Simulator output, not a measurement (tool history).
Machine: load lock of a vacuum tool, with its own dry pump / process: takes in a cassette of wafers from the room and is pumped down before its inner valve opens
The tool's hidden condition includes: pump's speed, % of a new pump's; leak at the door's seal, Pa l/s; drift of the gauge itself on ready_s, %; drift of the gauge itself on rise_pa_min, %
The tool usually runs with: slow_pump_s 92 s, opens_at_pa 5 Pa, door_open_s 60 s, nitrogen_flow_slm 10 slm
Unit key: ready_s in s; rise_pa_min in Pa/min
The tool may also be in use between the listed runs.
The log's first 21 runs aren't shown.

run    hour  slow_pump_s  opens_at_pa  door_open_s  nitrogen_flow_slm  hours that the pump has run since its overhaul  times that the door has closed on its seal  incoming humidity of the room's air, %  ready_s  rise_pa_min
 22  2132.3          172            5           60                 10                                            2273                                        5072                                      44    202.7        0.039
 23  2207.2           92            4          126                 10                                            2348                                        5180                                    46.5    131.3        0.057
 24    2360          116            7           37                  8                                            2501                                        5398                                    43.7    150.5        0.041
 25    2497           50            7          124                  9                                            2637                                        5594                                    43.1     91.4        0.051
 26  2599.8          176            7           32                  9                                            2740                                        5741                                    43.9    203.1        0.041
 27  2746.5           80            7           32                 10                                            2887                                        5951                                    40.7    119.3        0.032
 28  2837.2          111            7           32                 10                                            2978                                        6081                                    43.5    145.7        0.035
 29  2923.4          104            7          141                 25                                            3064                                        6204                                    47.3    139.4        0.042
 30  3047.3          121            7           28                 25                                            3188                                        6382                                    45.2    155.5        0.033
 31  3150.5          147            5           26                  8                                            3291                                        6529                                    45.2    179.3        0.037
 32  3245.6          147            8          106                  8                                            3386                                        6665                                    44.6    177.1        0.052
 33  3348.4          147            8          106                  8                                            3489                                        6813                                    45.9    177.3        0.051
 34  3450.3          147            8          106                  8                                            3591                                        6958                                    45.7    178.7        0.055
 35  3569.1          116            6           60                 40                                            3710                                        7128                                    41.9      151        0.025
 36  3700.4          116            8           60                 19                                            3841                                        7316                                    45.5    150.7        0.035

5 ways to go on from here, each from the tool as it stands after run 36. What would each give?
  A  3785          125            9           27                 10                                            3925                                        7437                                    43.6        ?            ?
  B  3785           92            5          131                 21                                            3925                                        7437                                    48.6        ?            ?
  C  3785           92            6           60                 10                                            3925                                        7437                                      48        ?            ?
  D  3785           92            4           60                  9                                            3925                                        7437                                    44.3        ?            ?
  E  3785          116            6           60                 45                                            3925                                        7437                                    45.7        ?            ?

run  ready_s  rise_pa_min
  A      158        0.034
  B    131.3         0.04
  C    130.6        0.044
  D    134.4        0.052
  E    151.2        0.022
What these runs would have given with no unlogged condition in the tool:
run  ready_s  rise_pa_min
  A    156.6        0.024
  B    129.8         0.03
  C      129        0.034
  D    132.8        0.042
  E    149.8        0.013
